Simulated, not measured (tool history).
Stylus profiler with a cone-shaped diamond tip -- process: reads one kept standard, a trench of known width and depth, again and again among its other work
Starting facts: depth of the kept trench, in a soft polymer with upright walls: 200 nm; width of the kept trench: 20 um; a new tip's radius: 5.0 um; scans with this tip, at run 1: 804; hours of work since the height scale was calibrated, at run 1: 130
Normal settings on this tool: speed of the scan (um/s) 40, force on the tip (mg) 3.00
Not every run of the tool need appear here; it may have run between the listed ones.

run,day,speed of the scan (um/s),force on the tip (mg),scans with this tip,hours of work since the height scale was calibrated,depth of the trench (angstrom),width of the trench's floor (µm)
1,0.000,40,3.00,804,130,2036.9,17.12
2,0.529,40,3.00,856,138,2035.8,17.05
3,1.208,40,3.00,922,149,2035.2,17.03
4,1.600,40,3.00,960,155,2035.5,17.08
5,2.317,40,3.00,1029,166,2036.0,17.09
6,2.762,40,3.30,1073,173,2037.1,17.11
7,3.475,40,3.30,1142,184,2037.5,17.07
8,4.033,40,1.53,1196,193,2022.8,17.07
9,4.446,40,1.53,1237,200,2021.8,17.02
10,5.088,40,4.78,1299,210,2048.4,17.13
11,5.617,40,4.31,1350,218,2044.5,17.05
12,6.229,40,4.89,1410,228,2049.3,17.11
13,6.642,40,4.89,1450,234,2048.8,17.09
14,7.150,40,4.89,1500,242,2049.1,17.07
15,7.904,40,4.89,1573,254,2049.7,17.11
16,8.296,16,3.00,1611,260,2035.8,17.14
17,8.775,16,3.00,1658,268,2034.5,17.09
18,9.104,40,3.00,1690,273,2034.0,17.12
19,9.525,40,3.00,1730,280,2034.7,17.09
20,9.954,40,3.00,1772,286,2034.7,17.08
21,10.621,40,1.88,1837,297,2026.2,17.04
22,11.242,31,5.61,1897,306,2052.1,17.13
23,11.875,12,3.86,1959,316,2041.6,17.18
24,12.646,26,1.00,2034,329,2016.4,17.02
25,13.200,27,7.43,2088,337,2063.9,17.15
26,13.825,28,2.35,2149,347,2029.9,17.16
27,14.204,28,2.35,2186,353,2028.8,17.13
28,14.708,79,5.82,2235,361,2055.5,17.05
29,15.383,40,4.65,2300,372,2047.5,17.15
30,15.729,40,4.65,2334,377,2047.9,17.09
31,16.067,40,4.65,2367,382,2048.2,17.07
32,16.579,40,4.41,2417,390,2045.9,17.12
33,16.946,85,2.21,2452,396,2028.0,16.89
34,17.550,85,8.92,2511,406,2072.6,17.10
35,18.317,85,8.92,2586,418,2072.2,17.01
36,18.846,40,1.47,2637,426,2021.9,17.01
37,19.508,20,1.69,2701,436,2024.9,17.15
38,20.175,20,1.69,2766,447,2024.3,17.11
39,20.817,111,1.40,2829,457,2022.4,16.74
40,21.521,21,1.40,2897,468,2022.0,17.11
41,21.917,12,3.91,2936,474,2043.0,17.20

Forecast each of these 4 alternatives for the next run:
A,22.567,49,3.91,2999,484,?,?
B,22.567,12,2.28,2999,484,?,?
C,22.567,12,1.31,2999,484,?,?
D,22.567,40,1.94,2999,484,?,?

run,depth of the trench (angstrom),width of the trench's floor (µm)
A,2041.3,17.10
B,2028.3,17.12
C,2020.2,17.15
D,2027.0,17.07
The same runs, with their run-to-run variation unchanged, on a tool lacking any hidden condition would have given:
run,depth of the trench (angstrom),width of the trench's floor (µm)
A,2041.2,17.10
B,2028.2,17.12
C,2020.2,17.15
D,2026.9,17.08

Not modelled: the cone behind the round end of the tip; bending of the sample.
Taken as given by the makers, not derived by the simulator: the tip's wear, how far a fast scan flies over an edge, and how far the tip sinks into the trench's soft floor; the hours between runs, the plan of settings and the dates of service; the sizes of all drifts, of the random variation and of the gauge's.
